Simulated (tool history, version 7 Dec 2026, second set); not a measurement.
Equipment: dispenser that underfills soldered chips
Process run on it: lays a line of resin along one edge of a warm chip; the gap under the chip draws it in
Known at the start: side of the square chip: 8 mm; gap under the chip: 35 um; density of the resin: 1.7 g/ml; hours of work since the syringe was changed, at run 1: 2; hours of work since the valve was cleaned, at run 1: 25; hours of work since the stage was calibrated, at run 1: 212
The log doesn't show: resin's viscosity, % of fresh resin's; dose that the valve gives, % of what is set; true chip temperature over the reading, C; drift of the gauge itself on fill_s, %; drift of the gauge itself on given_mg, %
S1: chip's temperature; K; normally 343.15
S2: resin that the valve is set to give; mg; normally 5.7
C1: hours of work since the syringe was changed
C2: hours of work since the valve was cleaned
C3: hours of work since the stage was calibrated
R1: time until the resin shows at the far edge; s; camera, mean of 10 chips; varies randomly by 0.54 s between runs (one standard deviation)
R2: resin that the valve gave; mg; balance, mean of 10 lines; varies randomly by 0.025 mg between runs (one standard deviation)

| run | hour | S1 | S2 | C1 | C2 | C3 | R1 | R2 |
|---|---|---|---|---|---|---|---|---|
| 1 | 0 | 343.15 | 5.7 | 2 | 25 | 212 | 44.8 | 5.64 |
| 2 | 9.5 | 343.15 | 6.8 | 9 | 32 | 220 | 60 | 6.78 |
|  | 10.5 | new syringe of resin |
| 3 | 15.8 | 343.15 | 6.8 | 4 | 37 | 225 | 47.9 | 6.73 |
| 4 | 22.2 | 343.15 | 6.8 | 9 | 42 | 230 | 59.8 | 6.69 |
|  | 23.2 | new syringe of resin |
| 5 | 31.2 | 343.15 | 6.8 | 6 | 49 | 236 | 53.8 | 6.67 |
|  | 35.4 | new syringe of resin |
| 6 | 37.7 | 343.15 | 6.8 | 2 | 54 | 241 | 43.9 | 6.63 |
| 7 | 45 | 343.15 | 6.8 | 7 | 59 | 247 | 56.6 | 6.64 |
|  | 48.4 | new syringe of resin |
| 8 | 49.3 | 343.15 | 4.94 | 1 | 63 | 250 | 43.3 | 4.85 |
| 9 | 55.9 | 343.15 | 4.94 | 6 | 68 | 255 | 55.3 | 4.77 |
|  | 60.3 | dispensing valve cleaned and set on the balance |
|  | 61.8 | new syringe of resin |
| 10 | 63.4 | 343.15 | 4.94 | 1 | 2 | 260 | 44.7 | 4.89 |
| 11 | 72.3 | 355.15 | 4.94 | 8 | 9 | 267 | 35.5 | 4.92 |
|  | 74.6 | new syringe of resin |
| 12 | 77.9 | 328.15 | 4.94 | 3 | 13 | 271 | 98.7 | 4.94 |
| 13 | 83.3 | 343.15 | 5.7 | 7 | 18 | 276 | 55.1 | 5.65 |
|  | 87.1 | new syringe of resin |
| 14 | 90.6 | 343.15 | 5.7 | 3 | 23 | 281 | 46.6 | 5.66 |
| 15 | 98.5 | 343.15 | 5.7 | 9 | 29 | 287 | 59.6 | 5.68 |
|  | 99.6 | new syringe of resin |
| 16 | 108.1 | 343.15 | 5.7 | 7 | 37 | 295 | 53.4 | 5.64 |
|  | 112 | new syringe of resin |
| 17 | 116.2 | 329.15 | 5.7 | 3 | 43 | 301 | 94.4 | 5.56 |
|  | 124.4 | new syringe of resin |
| 18 | 125.1 | 343.15 | 6.14 | 1 | 49 | 307 | 41.4 | 6.04 |
| 19 | 131.6 | 343.15 | 5.05 | 6 | 55 | 313 | 56.4 | 4.95 |
|  | 137.2 | new syringe of resin |
| 20 | 139.3 | 343.15 | 5.76 | 2 | 60 | 318 | 42 | 5.6 |
| 21 | 146.4 | 343.15 | 5.76 | 7 | 66 | 324 | 54.8 | 5.64 |
|  | 149.7 | new syringe of resin |
|  | 154 | dispensing valve cleaned and set on the balance |
| 22 | 155.4 | 344.15 | 6.53 | 4 | 1 | 330 | 42.4 | 6.53 |
| 23 | 159.9 | 345.15 | 7.08 | 7 | 5 | 334 | 48.3 | 7.07 |
|  | 163.2 | new syringe of resin |
| 24 | 166.4 | 349.15 | 5.01 | 3 | 9 | 338 | 34.8 | 5.02 |
| 25 | 172.4 | 348.15 | 6.32 | 7 | 14 | 343 | 42.5 | 6.32 |
|  | 175.6 | new syringe of resin |
| 26 | 180.8 | 342.15 | 6.32 | 4 | 21 | 349 | 49.8 | 6.23 |
| 27 | 184.9 | 358.15 | 5.76 | 7 | 24 | 353 | 28.5 | 5.69 |
|  | 187.9 | new syringe of resin |
| 28 | 191 | 353.15 | 7.17 | 2 | 28 | 357 | 27.6 | 7.09 |
| 29 | 197.9 | 350.15 | 7.34 | 8 | 34 | 363 | 40 | 7.18 |
|  | 200.1 | new syringe of resin |
| 30 | 203.8 | 345.15 | 5.76 | 3 | 38 | 367 | 41.1 | 5.67 |
| 31 | 210.3 | 331.15 | 5.43 | 8 | 43 | 372 | 99.1 | 5.32 |
|  | 212.5 | new syringe of resin |
| 32 | 219.7 | 355.15 | 6.95 | 6 | 50 | 379 | 29.1 | 6.79 |
|  | 225 | new syringe of resin |
| 33 | 227.2 | 355.15 | 6.95 | 2 | 56 | 385 | 24.7 | 6.76 |
| 34 | 233.3 | 358.15 | 5.31 | 6 | 61 | 390 | 27.1 | 5.16 |
|  | 237.5 | new syringe of resin |
| 35 | 240.6 | 358.15 | 5.31 | 2 | 66 | 395 | 23.4 | 5.13 |

3 options for the next run, each taken on its own from the tool as it stands now. Forecast them:
|  | 247.5 | dispensing valve cleaned and set on the balance |
| A | 247.8 | 350.15 | 5.51 | 7 | 0 | 400 | ? | ? |
|  | 247.5 | dispensing valve cleaned and set on the balance |
| B | 247.8 | 343.15 | 4.86 | 7 | 0 | 400 | ? | ? |
|  | 247.5 | dispensing valve cleaned and set on the balance |
| C | 247.8 | 349.15 | 6.11 | 7 | 0 | 400 | ? | ? |

| run | R1 | R2 |
|---|---|---|
| A | 40.1 | 5.48 |
| B | 56.6 | 4.87 |
| C | 40.8 | 6.1 |
Stripped of hidden state, with their random variation kept, the same runs would have yielded:
| run | R1 | R2 |
|---|---|---|
| A | 33.3 | 5.49 |
| B | 47.1 | 4.88 |
| C | 33.7 | 6.11 |

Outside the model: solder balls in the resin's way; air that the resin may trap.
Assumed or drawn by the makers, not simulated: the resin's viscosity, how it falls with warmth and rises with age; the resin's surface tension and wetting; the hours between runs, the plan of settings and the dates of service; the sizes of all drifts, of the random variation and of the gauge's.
